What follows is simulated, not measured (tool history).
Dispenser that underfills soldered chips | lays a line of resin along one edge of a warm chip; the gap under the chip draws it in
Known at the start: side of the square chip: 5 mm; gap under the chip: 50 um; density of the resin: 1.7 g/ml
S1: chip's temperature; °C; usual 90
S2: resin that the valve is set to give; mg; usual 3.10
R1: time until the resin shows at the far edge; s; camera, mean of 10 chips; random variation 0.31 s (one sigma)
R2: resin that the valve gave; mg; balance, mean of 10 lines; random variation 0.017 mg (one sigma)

{"run": 1, "hour": 0.0, "S1": 90, "S2": 3.1, "R1": 12.1, "R2": 2.96}
{"hour": 2.3, "done": "new syringe of resin"}
{"run": 2, "hour": 2.3, "S1": 90, "S2": 3.1, "R1": 7.7, "R2": 3.0}
{"run": 3, "hour": 6.9, "S1": 90, "S2": 3.85, "R1": 8.7, "R2": 3.68}
{"hour": 9.7, "done": "dispensing valve cleaned and set on the balance"}
{"run": 4, "hour": 10.3, "S1": 90, "S2": 3.1, "R1": 9.3, "R2": 3.11}
{"run": 5, "hour": 13.9, "S1": 84, "S2": 3.1, "R1": 13.1, "R2": 3.13}
{"hour": 17.3, "done": "new syringe of resin"}
{"run": 6, "hour": 18.0, "S1": 84, "S2": 3.1, "R1": 9.7, "R2": 3.13}
{"run": 7, "hour": 21.6, "S1": 90, "S2": 3.1, "R1": 9.0, "R2": 3.09}
{"run": 8, "hour": 25.2, "S1": 90, "S2": 3.1, "R1": 10.2, "R2": 3.11}
{"run": 9, "hour": 28.2, "S1": 90, "S2": 3.1, "R1": 11.7, "R2": 3.08}
{"hour": 31.3, "done": "new syringe of resin"}
{"run": 10, "hour": 32.5, "S1": 90, "S2": 3.1, "R1": 7.9, "R2": 3.1}
{"run": 11, "hour": 35.2, "S1": 90, "S2": 3.1, "R1": 8.9, "R2": 3.08}
{"run": 12, "hour": 39.2, "S1": 99, "S2": 3.1, "R1": 8.1, "R2": 3.07}
{"run": 13, "hour": 42.3, "S1": 99, "S2": 3.1, "R1": 8.4, "R2": 3.05}
{"hour": 45.2, "done": "new syringe of resin"}
{"run": 14, "hour": 47.1, "S1": 99, "S2": 2.74, "R1": 6.2, "R2": 2.68}
{"run": 15, "hour": 51.7, "S1": 102, "S2": 2.74, "R1": 6.4, "R2": 2.68}
{"run": 16, "hour": 54.3, "S1": 102, "S2": 2.74, "R1": 7.2, "R2": 2.69}
{"run": 17, "hour": 58.5, "S1": 102, "S2": 2.74, "R1": 8.6, "R2": 2.7}
{"hour": 59.0, "done": "new syringe of resin"}
{"run": 18, "hour": 62.1, "S1": 102, "S2": 2.74, "R1": 6.2, "R2": 2.68}
{"run": 19, "hour": 65.5, "S1": 103, "S2": 3.66, "R1": 5.4, "R2": 3.59}
{"run": 20, "hour": 69.3, "S1": 103, "S2": 3.66, "R1": 7.0, "R2": 3.57}
{"run": 21, "hour": 72.2, "S1": 98, "S2": 2.7, "R1": 9.6, "R2": 2.64}
{"hour": 73.1, "done": "new syringe of resin"}
{"run": 22, "hour": 76.7, "S1": 99, "S2": 3.1, "R1": 7.0, "R2": 3.03}
{"run": 23, "hour": 79.2, "S1": 103, "S2": 3.1, "R1": 6.4, "R2": 2.99}
{"run": 24, "hour": 84.0, "S1": 103, "S2": 3.1, "R1": 7.5, "R2": 3.0}
{"hour": 87.0, "done": "new syringe of resin"}
{"run": 25, "hour": 89.0, "S1": 101, "S2": 3.48, "R1": 6.3, "R2": 3.37}
{"run": 26, "hour": 91.4, "S1": 101, "S2": 3.48, "R1": 5.9, "R2": 3.36}
{"run": 27, "hour": 94.0, "S1": 95, "S2": 3.03, "R1": 8.2, "R2": 2.95}
{"run": 28, "hour": 96.2, "S1": 103, "S2": 3.93, "R1": 6.4, "R2": 3.8}
{"run": 29, "hour": 98.9, "S1": 81, "S2": 2.8, "R1": 17.2, "R2": 2.71}
{"hour": 101.1, "done": "new syringe of resin"}
{"run": 30, "hour": 102.7, "S1": 83, "S2": 3.08, "R1": 10.4, "R2": 2.97}
{"run": 31, "hour": 107.0, "S1": 80, "S2": 3.46, "R1": 13.6, "R2": 3.31}
{"run": 32, "hour": 110.1, "S1": 92, "S2": 3.14, "R1": 10.5, "R2": 3.0}
{"run": 33, "hour": 113.5, "S1": 92, "S2": 3.14, "R1": 11.2, "R2": 3.04}
{"hour": 114.9, "done": "new syringe of resin"}
{"run": 34, "hour": 117.6, "S1": 78, "S2": 2.74, "R1": 13.7, "R2": 2.64}
{"run": 35, "hour": 121.7, "S1": 78, "S2": 2.74, "R1": 16.2, "R2": 2.6}
{"hour": 123.7, "done": "dispensing valve cleaned and set on the balance"}
{"run": 36, "hour": 126.4, "S1": 84, "S2": 2.71, "R1": 14.6, "R2": 2.7}

4 ways to go on from here, each from the tool as it stands after run 36. What would each give?
{"hour": 129.7, "done": "new syringe of resin"}
{"run": "A", "hour": 131.2, "S1": 81, "S2": 2.65, "R1": "?", "R2": "?"}
{"hour": 129.7, "done": "new syringe of resin"}
{"run": "B", "hour": 131.2, "S1": 101, "S2": 3.95, "R1": "?", "R2": "?"}
{"hour": 129.7, "done": "new syringe of resin"}
{"run": "C", "hour": 131.2, "S1": 90, "S2": 3.26, "R1": "?", "R2": "?"}
{"hour": 129.7, "done": "new syringe of resin"}
{"run": "D", "hour": 131.2, "S1": 77, "S2": 3.1, "R1": "?", "R2": "?"}

run=A R1=11.5 R2=2.65
run=B R1=5.7 R2=3.94
run=C R1=8.2 R2=3.26
run=D R1=13.0 R2=3.05
Without the tool's hidden state the same runs would have given:
run=A R1=10.3 R2=2.66
run=B R1=5.1 R2=3.96
run=C R1=7.4 R2=3.28
run=D R1=11.6 R2=3.06
